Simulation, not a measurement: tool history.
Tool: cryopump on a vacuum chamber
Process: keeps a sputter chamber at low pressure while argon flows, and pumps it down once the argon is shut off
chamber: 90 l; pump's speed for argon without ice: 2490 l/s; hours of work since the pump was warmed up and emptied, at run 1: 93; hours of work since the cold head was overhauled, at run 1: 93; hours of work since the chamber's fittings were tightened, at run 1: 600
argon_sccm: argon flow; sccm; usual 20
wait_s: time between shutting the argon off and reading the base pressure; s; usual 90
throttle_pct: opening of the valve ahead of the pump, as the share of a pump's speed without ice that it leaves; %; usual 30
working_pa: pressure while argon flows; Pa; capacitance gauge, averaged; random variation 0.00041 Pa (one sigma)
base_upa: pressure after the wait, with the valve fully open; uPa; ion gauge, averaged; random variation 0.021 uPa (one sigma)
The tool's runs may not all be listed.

run   hour  argon_sccm  wait_s  throttle_pct  hours of work since the pump was warmed up and emptied  hours of work since the cold head was overhauled  hours of work since the chamber's fittings were tightened  working_pa  base_upa
  1    0.0          20      90            30                                                      93                                                93                                                        600      0.0459      0.49
  2   16.7          20      90            30                                                     105                                               105                                                        612      0.0460      0.44
  3   31.4          20      93            30                                                     116                                               116                                                        623      0.0460      0.43
  4   57.7          20      93            30                                                     136                                               136                                                        643      0.0467      0.45
  5   72.6          20      93            30                                                     147                                               147                                                        654      0.0458      0.43
  6  100.7          20      93            30                                                     168                                               168                                                        675      0.0460      0.46
  7  113.5          20      50            30                                                     177                                               177                                                        684      0.0464      0.67
  8  130.7          20      50            30                                                     190                                               190                                                        697      0.0460      0.66
  9  149.8          10      50            30                                                     204                                               204                                                        711      0.0240      0.65
 10  175.7          10      50            30                                                     223                                               223                                                        731      0.0238      0.67
 11  199.6          20     265            30                                                     241                                               241                                                        748      0.0461      0.36
 12  214.3          11      90            30                                                     252                                               252                                                        759      0.0255      0.47
 13  228.8          11      90            51                                                     263                                               263                                                        770      0.0162      0.52
 14  240.5          15      90            30                                                     272                                               272                                                        779      0.0350      0.49
 15  266.4           9      90            30                                                     291                                               291                                                        798      0.0214      0.50
 16  281.0           9      90            30                                                     302                                               302                                                        809      0.0212      0.49
 17  302.7           9      90            30                                                     318                                               318                                                        825      0.0215      0.49
 18  322.7          20     254            20                                                     333                                               333                                                        840      0.0691      0.33

Run 19 comes next. What will it give?
 19  334.8          20     254            20                                                     342                                               342                                                        849           ?         ?

working_pa: 0.0699 Pa
base_upa: 0.32 uPa
Without the tool's hidden state the same run would have given working_pa 0.0681 Pa, base_upa 0.18 uPa.
